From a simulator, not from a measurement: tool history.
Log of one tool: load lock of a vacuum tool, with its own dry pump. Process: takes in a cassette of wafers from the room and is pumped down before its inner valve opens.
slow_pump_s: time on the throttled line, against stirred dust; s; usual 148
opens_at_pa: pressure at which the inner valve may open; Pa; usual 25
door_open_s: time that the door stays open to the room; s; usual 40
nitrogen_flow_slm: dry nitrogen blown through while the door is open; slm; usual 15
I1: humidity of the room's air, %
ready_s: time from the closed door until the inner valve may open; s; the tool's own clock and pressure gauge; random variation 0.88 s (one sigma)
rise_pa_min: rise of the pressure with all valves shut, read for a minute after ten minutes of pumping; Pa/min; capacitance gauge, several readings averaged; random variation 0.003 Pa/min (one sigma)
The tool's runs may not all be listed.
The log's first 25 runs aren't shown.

{"run": 26, "hour": 4820.4, "slow_pump_s": 166, "opens_at_pa": 18, "door_open_s": 57, "nitrogen_flow_slm": 10, "I1": 45.1, "ready_s": 229.1, "rise_pa_min": 0.189}
{"run": 27, "hour": 4958.0, "slow_pump_s": 237, "opens_at_pa": 39, "door_open_s": 58, "nitrogen_flow_slm": 11, "I1": 46.2, "ready_s": 288.0, "rise_pa_min": 0.193}
{"run": 28, "hour": 5225.4, "slow_pump_s": 84, "opens_at_pa": 25, "door_open_s": 40, "nitrogen_flow_slm": 43, "I1": 46.2, "ready_s": 153.1, "rise_pa_min": 0.183}
{"run": 29, "hour": 5407.8, "slow_pump_s": 119, "opens_at_pa": 44, "door_open_s": 58, "nitrogen_flow_slm": 40, "I1": 42.9, "ready_s": 179.9, "rise_pa_min": 0.173}
{"run": 30, "hour": 5644.7, "slow_pump_s": 119, "opens_at_pa": 44, "door_open_s": 58, "nitrogen_flow_slm": 40, "I1": 47.0, "ready_s": 179.2, "rise_pa_min": 0.189}
{"run": 31, "hour": 5850.8, "slow_pump_s": 119, "opens_at_pa": 44, "door_open_s": 27, "nitrogen_flow_slm": 40, "I1": 43.0, "ready_s": 180.8, "rise_pa_min": 0.191}
{"run": 32, "hour": 5997.1, "slow_pump_s": 90, "opens_at_pa": 24, "door_open_s": 97, "nitrogen_flow_slm": 15, "I1": 45.7, "ready_s": 159.4, "rise_pa_min": 0.211}
{"run": 33, "hour": 6125.5, "slow_pump_s": 89, "opens_at_pa": 25, "door_open_s": 40, "nitrogen_flow_slm": 22, "I1": 43.4, "ready_s": 158.7, "rise_pa_min": 0.209}
{"run": 34, "hour": 6241.0, "slow_pump_s": 89, "opens_at_pa": 25, "door_open_s": 40, "nitrogen_flow_slm": 22, "I1": 45.1, "ready_s": 158.7, "rise_pa_min": 0.208}
{"run": 35, "hour": 6481.8, "slow_pump_s": 148, "opens_at_pa": 41, "door_open_s": 40, "nitrogen_flow_slm": 16, "I1": 47.4, "ready_s": 207.9, "rise_pa_min": 0.219}
{"hour": 6583.1, "done": "door's seal changed, seat wiped"}
{"run": 36, "hour": 6731.5, "slow_pump_s": 165, "opens_at_pa": 41, "door_open_s": 35, "nitrogen_flow_slm": 5, "I1": 45.9, "ready_s": 223.7, "rise_pa_min": 0.032}

Forecast each of these 5 alternatives for the next run:
{"run": "A", "hour": 6898.2, "slow_pump_s": 165, "opens_at_pa": 30, "door_open_s": 115, "nitrogen_flow_slm": 5, "I1": 46.3, "ready_s": "?", "rise_pa_min": "?"}
{"run": "B", "hour": 6898.2, "slow_pump_s": 165, "opens_at_pa": 41, "door_open_s": 35, "nitrogen_flow_slm": 7, "I1": 45.9, "ready_s": "?", "rise_pa_min": "?"}
{"run": "C", "hour": 6898.2, "slow_pump_s": 127, "opens_at_pa": 25, "door_open_s": 40, "nitrogen_flow_slm": 15, "I1": 41.6, "ready_s": "?", "rise_pa_min": "?"}
{"run": "D", "hour": 6898.2, "slow_pump_s": 255, "opens_at_pa": 32, "door_open_s": 30, "nitrogen_flow_slm": 5, "I1": 45.4, "ready_s": "?", "rise_pa_min": "?"}
{"run": "E", "hour": 6898.2, "slow_pump_s": 215, "opens_at_pa": 25, "door_open_s": 28, "nitrogen_flow_slm": 15, "I1": 45.8, "ready_s": "?", "rise_pa_min": "?"}

run=A ready_s=225.7 rise_pa_min=0.047
run=B ready_s=222.2 rise_pa_min=0.029
run=C ready_s=192.8 rise_pa_min=0.027
run=D ready_s=306.7 rise_pa_min=0.031
run=E ready_s=270.7 rise_pa_min=0.017
Without the tool's hidden state the same runs would have given:
run=A ready_s=219.2 rise_pa_min=0.046
run=B ready_s=216.0 rise_pa_min=0.028
run=C ready_s=185.7 rise_pa_min=0.026
run=D ready_s=301.1 rise_pa_min=0.031
run=E ready_s=264.6 rise_pa_min=0.016
